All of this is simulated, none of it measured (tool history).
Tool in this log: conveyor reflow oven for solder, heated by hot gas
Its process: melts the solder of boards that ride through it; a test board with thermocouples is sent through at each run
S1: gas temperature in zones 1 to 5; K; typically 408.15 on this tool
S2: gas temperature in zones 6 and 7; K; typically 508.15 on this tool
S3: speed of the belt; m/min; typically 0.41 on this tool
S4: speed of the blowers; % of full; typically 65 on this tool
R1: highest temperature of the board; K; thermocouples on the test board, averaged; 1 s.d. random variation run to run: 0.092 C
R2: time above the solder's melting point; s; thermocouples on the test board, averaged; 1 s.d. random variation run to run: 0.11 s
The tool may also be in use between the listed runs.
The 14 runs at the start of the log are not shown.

run	day	S1	S2	S3	S4	R1	R2
15	6.85	408.15	508.15	0.399	65	495.15	83.9
16	7.321	408.15	508.15	0.399	65	495.3	84
17	7.65	419.15	515.15	0.41	65	502.31	92.1
18	8.221	419.15	515.15	0.41	65	502.47	92.1
19	8.571	410.15	508.15	0.41	86	499.06	86.7
20	8.883	408.15	508.15	0.465	73	492.76	69.3
21	9.204	408.15	508.15	0.465	73	492.58	69.4
22	9.867	408.15	498.15	0.335	65	490.11	96.6
23	10.254	408.15	498.15	0.335	54	487.64	92.2
24	10.862	408.15	498.15	0.335	54	487.55	92.4
25	11.471	408.15	506.15	0.334	54	495.01	101
26	11.95	408.15	505.15	0.41	65	491.7	78.3
27	12.321	421.15	508.15	0.41	65	496.06	88.6
28	12.792	403.15	514.15	0.351	66	503.88	101.8
29	13.367	414.15	504.15	0.378	84	496.8	94.7
30	13.675	408.15	506.15	0.374	78	497.5	93
31	14.029	408.15	506.15	0.374	79	497.74	93.3

Forecast each of these 3 alternatives for the next run:
A	14.588	422.15	506.15	0.374	79	?	?
B	14.588	408.15	498.15	0.374	67	?	?
C	14.588	408.15	508.15	0.48	65	?	?

run	R1	R2
A	498.83	101
B	487.9	83.2
C	489.21	63.3
Had the tool no hidden state, the same runs would have come out as:
run	R1	R2
A	499.37	100.9
B	488.46	83.5
C	489.99	63.8
